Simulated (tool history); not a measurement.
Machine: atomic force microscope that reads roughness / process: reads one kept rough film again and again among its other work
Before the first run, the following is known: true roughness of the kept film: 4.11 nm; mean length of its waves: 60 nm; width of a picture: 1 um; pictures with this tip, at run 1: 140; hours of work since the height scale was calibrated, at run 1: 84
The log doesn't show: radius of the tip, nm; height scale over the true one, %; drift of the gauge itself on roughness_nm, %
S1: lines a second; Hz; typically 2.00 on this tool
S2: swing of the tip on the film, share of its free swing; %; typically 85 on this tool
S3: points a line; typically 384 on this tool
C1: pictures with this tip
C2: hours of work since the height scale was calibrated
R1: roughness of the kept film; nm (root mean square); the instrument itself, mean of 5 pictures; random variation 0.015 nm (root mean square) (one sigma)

run   hour    S1  S2   S3   C1   C2     R1
  1    0.0  2.00  85  384  140   84  3.110
  2   10.9  2.00  85  384  152   89  3.099
  3   30.9  2.00  85  384  173   97  3.054
  4   45.3  2.00  85  384  189  103  3.029
  5   58.4  2.00  85  384  203  109  3.008
      63.7  -- new tip fitted
  6   68.4  2.00  85  384    5  113  3.485
  7   90.7  2.00  85  384   29  123  3.433
  8  108.9  2.00  85  392   49  130  3.372
  9  121.5  2.00  85  392   62  136  3.339
 10  140.3  2.00  85  392   82  144  3.289
 11  163.4  2.00  85  392  107  153  3.226
 12  184.4  2.00  85  640  130  162  3.182
 13  205.0  2.00  85  640  152  171  3.149
 14  220.4  2.00  85  640  169  178  3.125
 15  234.1  2.00  85  640  183  184  3.048
 16  253.8  2.00  85  640  205  192  3.030
     256.9  -- new tip fitted
 17  275.7  2.00  85  640   21  201  3.426
 18  293.3  2.00  85  384   40  209  3.396
 19  310.0  2.00  85  384   58  216  3.338
 20  329.4  2.00  85  384   79  224  3.295
 21  343.8  2.00  85  384   94  230  3.262
 22  355.9  2.00  85  384  107  235  3.221
 23  375.0  2.00  86  885  128  244  3.166
 24  388.0  2.00  86  885  142  249  3.135
 25  407.2  1.07  69  885  162  257  3.393
 26  428.7  2.47  77  461  185  266  3.128
 27  439.6  1.69  85  366  197  271  3.111
     448.8  -- new tip fitted
 28  454.3  1.35  61  635    6  277  3.812
 29  474.3  1.08  86  639   27  286  3.600
     476.7  -- height scale calibrated on a step standard
 30  490.4  1.08  86  639   43    6  3.530
 31  503.6  1.08  86  639   58   11  3.512
 32  515.4  1.36  81  701   70   16  3.487
 33  528.7  2.15  64  384   85   22  3.546
 34  540.9  1.79  85  335   98   27  3.290
     560.4  -- height scale calibrated on a step standard, once more
 35  564.5  1.19  60  940  122    2  3.550
 36  582.2  0.85  63  940  141    9  3.467
 37  602.9  2.09  85  629  163   18  3.132
 38  615.9  1.77  85  629  178   24  3.152
 39  636.6  1.25  78  362  200   33  3.256
     645.2  -- new tip fitted
 40  650.3  0.74  82  322    5   38  3.754
 41  661.8  2.26  83  322   17   43  3.437
 42  684.6  2.26  83  322   42   53  3.386
 43  706.5  2.26  83  322   66   62  3.312
 44  726.7  2.41  73  382   87   71  3.414

Alternative continuations, all from the tool just after run 44; predict every row:
  A  745.0  2.41  83  382  107  79   ?
  B  745.0  2.54  76  379  107  79   ?
  C  745.0  2.41  67  864  107  79   ?
  D  745.0  2.00  85  543  107  79   ?

run     R1
  A  3.203
  B  3.283
  C  3.454
  D  3.235
Had the tool no hidden state, the same runs would have come out as:
run     R1
  A  3.469
  B  3.556
  C  3.741
  D  3.504
